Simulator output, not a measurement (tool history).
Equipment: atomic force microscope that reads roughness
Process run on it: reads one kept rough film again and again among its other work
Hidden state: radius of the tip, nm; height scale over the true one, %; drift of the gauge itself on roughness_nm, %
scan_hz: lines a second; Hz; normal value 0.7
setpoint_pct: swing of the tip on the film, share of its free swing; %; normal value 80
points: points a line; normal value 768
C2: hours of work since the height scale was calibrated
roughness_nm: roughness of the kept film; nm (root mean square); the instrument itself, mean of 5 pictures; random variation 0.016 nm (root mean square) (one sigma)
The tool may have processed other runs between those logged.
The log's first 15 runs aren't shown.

run 16 hour=243.6 | scan_hz=0.7 setpoint_pct=80 points=409 | pictures_with_this_tip=174 C2=178 | roughness_nm=2.529
-- hour=253.3 new tip fitted
run 17 hour=266.7 | scan_hz=0.7 setpoint_pct=80 points=768 | pictures_with_this_tip=15 C2=187 | roughness_nm=3.634
run 18 hour=289.9 | scan_hz=0.7 setpoint_pct=80 points=768 | pictures_with_this_tip=42 C2=197 | roughness_nm=3.385
run 19 hour=310.9 | scan_hz=2.108 setpoint_pct=80 points=768 | pictures_with_this_tip=67 C2=206 | roughness_nm=3.071
run 20 hour=324.3 | scan_hz=2.108 setpoint_pct=80 points=768 | pictures_with_this_tip=83 C2=211 | roughness_nm=2.97
run 21 hour=335.5 | scan_hz=2.108 setpoint_pct=80 points=768 | pictures_with_this_tip=96 C2=216 | roughness_nm=2.863
run 22 hour=350.6 | scan_hz=0.7 setpoint_pct=80 points=374 | pictures_with_this_tip=113 C2=222 | roughness_nm=2.878
run 23 hour=363.1 | scan_hz=0.7 setpoint_pct=80 points=374 | pictures_with_this_tip=128 C2=227 | roughness_nm=2.785
run 24 hour=373.3 | scan_hz=0.7 setpoint_pct=80 points=577 | pictures_with_this_tip=140 C2=232 | roughness_nm=2.731
run 25 hour=391 | scan_hz=0.7 setpoint_pct=80 points=577 | pictures_with_this_tip=161 C2=239 | roughness_nm=2.638
run 26 hour=409 | scan_hz=0.889 setpoint_pct=80 points=260 | pictures_with_this_tip=182 C2=247 | roughness_nm=2.477

Run 27 has not been measured yet. What should we expect?
-- hour=411.4 new tip fitted
run 27 hour=423 | scan_hz=0.575 setpoint_pct=58 points=949 | pictures_with_this_tip=14 C2=252 | roughness_nm=?

{"run 27": {"roughness_nm": 3.748}}
Take away the tool's hidden state, keep the run-to-run variation as it was, and the same run would have given roughness_nm 3.938 nm (root mean square).

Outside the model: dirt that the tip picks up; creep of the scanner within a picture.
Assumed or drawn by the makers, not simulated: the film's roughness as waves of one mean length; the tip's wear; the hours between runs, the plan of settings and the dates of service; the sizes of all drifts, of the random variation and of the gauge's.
